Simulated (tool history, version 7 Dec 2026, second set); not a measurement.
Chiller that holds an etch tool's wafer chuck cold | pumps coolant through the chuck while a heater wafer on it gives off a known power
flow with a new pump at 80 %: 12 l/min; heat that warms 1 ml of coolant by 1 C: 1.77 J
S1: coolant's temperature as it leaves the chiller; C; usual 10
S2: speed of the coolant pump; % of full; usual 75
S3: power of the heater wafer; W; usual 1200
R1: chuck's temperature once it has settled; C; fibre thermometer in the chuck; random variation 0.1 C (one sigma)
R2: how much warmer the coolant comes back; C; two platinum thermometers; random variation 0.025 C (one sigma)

run	hour	S1	S2	S3	R1	R2
1	0.0	10	75	1200	20.7	3.77
2	33.9	10	75	660	15.7	2.07
3	87.2	10	75	1200	20.5	3.80
4	120.5	10	75	1200	20.6	3.77
5	167.6	17	75	1200	27.3	3.80
6	231.3	17	75	1200	27.5	3.81
7	293.1	8	75	1200	18.4	3.82
8	329.9	10	66	1200	21.5	4.32
9	376.4	10	66	1200	21.3	4.34
10	425.2	10	72	1771	26.0	5.84
11	484.9	10	72	1771	26.2	5.86
12	544.5	11	62	628	17.3	2.44
13	596.2	15	63	843	23.2	3.17
14	640.7	20	81	1051	29.2	3.10
15	682.8	10	76	1156	20.2	3.66

Forecast each of these 3 alternatives for the next run:
A	720.6	10	63	1156	?	?
B	720.6	3	99	1023	?	?
C	720.6	10	75	1342	?	?

run	R1	R2
A	21.5	4.41
B	10.9	2.45
C	22.2	4.33
Without the tool's hidden state the same runs would have given:
run	R1	R2
A	20.8	4.14
B	10.4	2.30
C	21.4	4.07
